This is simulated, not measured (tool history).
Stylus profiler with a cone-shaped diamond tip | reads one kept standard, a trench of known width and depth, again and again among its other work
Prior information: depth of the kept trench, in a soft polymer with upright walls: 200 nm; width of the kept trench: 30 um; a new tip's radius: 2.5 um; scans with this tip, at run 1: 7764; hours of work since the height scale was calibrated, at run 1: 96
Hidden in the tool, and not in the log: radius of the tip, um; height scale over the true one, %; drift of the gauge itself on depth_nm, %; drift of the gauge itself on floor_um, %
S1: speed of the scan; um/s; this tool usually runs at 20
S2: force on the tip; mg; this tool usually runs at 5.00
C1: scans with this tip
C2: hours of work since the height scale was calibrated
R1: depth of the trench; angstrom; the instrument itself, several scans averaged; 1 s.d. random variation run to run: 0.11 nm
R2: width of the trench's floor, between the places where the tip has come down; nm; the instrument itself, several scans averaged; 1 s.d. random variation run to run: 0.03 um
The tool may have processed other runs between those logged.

run     day  S1     S2     C1    C2      R1     R2
  1   0.000  20   5.00   7764    96  2048.5  27920
  2   3.021  20   5.00   8093   150  2048.5  27990
  3   5.921  20   5.00   8410   202  2049.0  28010
  4   9.183  20   5.00   8766   261  2048.8  28010
  5  10.804  20   5.00   8943   290  2048.9  27990
  6  13.729  20   5.00   9262   342  2050.8  28000
  7  15.771  20   4.09   9485   379  2042.0  27990
  8  17.871  20   4.09   9715   417  2043.2  27990
  9  19.238  20   2.83   9864   442  2036.5  27960
 10  22.267  20   8.21  10194   496  2066.7  27990
 11  25.392  20   8.21  10535   552  2067.2  27990
 12  27.488  20   6.24  10764   590  2056.4  27980
 13  30.671  20   6.24  11112   647  2055.2  27990
 14  33.496  20   7.45  11420   698  2063.0  27990
 15  35.067  20   5.00  11592   726  2044.9  27940
 16  36.533  20   5.00  11752   753  2048.7  27940
 17  38.238  20   5.00  11938   783  2048.2  27990
 18  41.375  20   5.00  12280   840  2048.5  27960
 19  43.833  25   5.77  12548   884  2053.0  27980
 20  46.075  19   3.96  12793   924  2041.2  27990
 21  47.942  23   8.71  12997   958  2069.6  27960
 22  49.812  11   3.06  13201   991  2034.2  28000
 23  52.592   7   7.06  13505  1041  2061.3  28000
 24  54.383   7   2.19  13700  1074  2027.8  27990
 25  56.942  19  10.02  13980  1120  2075.8  27980
     57.238  -- height scale calibrated on a step standard
 26  59.888  71   2.27  14299    48  2028.2  27680
 27  62.421  51   5.00  14575    93  2049.2  27870
 28  64.175  44  12.31  14767   125  2089.1  27910
 29  66.483  20   2.78  15019   166  2033.3  27960
 30  69.604   5   4.09  15359   222  2042.3  27980
 31  72.833   5   4.09  15712   280  2042.8  28040
 32  75.446   5   4.09  15997   328  2042.5  27930
 33  78.746  13   9.04  16357   387  2070.1  28050
 34  80.229  65   3.27  16519   414  2034.4  27780
 35  83.029  65   3.27  16825   464  2034.5  27850
 36  86.142  65   3.27  17165   520  2034.6  27810

Alternative continuations, all from the tool just after run 36; predict every row:
  A  87.875  52   5.11  17354  551   ?   ?
  B  87.875  71   2.74  17354  551   ?   ?
  C  87.875   6  10.86  17354  551   ?   ?

run      R1     R2
  A  2048.1  27830
  B  2033.3  27790
  C  2082.9  27960
Had the tool no hidden state, the same runs would have come out as:
run      R1     R2
  A  2048.0  27870
  B  2033.2  27820
  C  2082.8  27990

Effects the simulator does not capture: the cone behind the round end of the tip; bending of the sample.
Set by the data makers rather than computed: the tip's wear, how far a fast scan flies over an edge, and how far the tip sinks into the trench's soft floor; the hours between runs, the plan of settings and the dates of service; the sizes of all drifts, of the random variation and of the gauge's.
